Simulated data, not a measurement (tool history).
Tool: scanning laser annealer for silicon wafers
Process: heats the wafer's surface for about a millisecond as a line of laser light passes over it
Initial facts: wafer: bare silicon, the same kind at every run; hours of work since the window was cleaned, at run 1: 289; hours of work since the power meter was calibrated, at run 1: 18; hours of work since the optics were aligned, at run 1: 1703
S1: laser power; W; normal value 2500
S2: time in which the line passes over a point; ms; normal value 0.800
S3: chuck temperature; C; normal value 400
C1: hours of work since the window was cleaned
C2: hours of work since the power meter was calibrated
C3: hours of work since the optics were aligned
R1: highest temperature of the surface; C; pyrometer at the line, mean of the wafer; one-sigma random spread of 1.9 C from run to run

Run 1, hour 0.0: usual settings; C1 289; C2 18; C3 1703. Result: R1 1092 C.
Run 2, hour 13.3: usual settings; C1 299; C2 28; C3 1713. Result: R1 1091 C.
Run 3, hour 21.2: usual settings; C1 304; C2 33; C3 1719. Result: R1 1091 C.
Run 4, hour 33.8: usual settings; C1 314; C2 43; C3 1729. Result: R1 1090 C.
Run 5, hour 48.2: usual settings but S1 2501 W; C1 325; C2 54; C3 1739. Result: R1 1090 C.
Run 6, hour 55.8: usual settings but S1 2501 W; C1 330; C2 59; C3 1745. Result: R1 1090 C.
Run 7, hour 63.9: usual settings but S3 371 C; C1 337; C2 66; C3 1751. Result: R1 1060 C.
Run 8, hour 71.5: usual settings; C1 342; C2 71; C3 1757. Result: R1 1087 C.
Run 9, hour 89.1: usual settings but S2 0.585 ms; C1 355; C2 84; C3 1770. Result: R1 987 C.
Run 10, hour 105.7: usual settings but S1 2128 W, S2 0.629 ms, S3 424 C; C1 368; C2 97; C3 1783. Result: R1 928 C.

Expected results for the next run?
Run 11, hour 122.4: usual settings but S1 2128 W, S2 0.629 ms, S3 424 C; C1 380; C2 109; C3 1795. Result: R1 ?.

Run 11 gave R1 929 C.
The same run, on a tool lacking any hidden state, would have yielded R1 958 C.
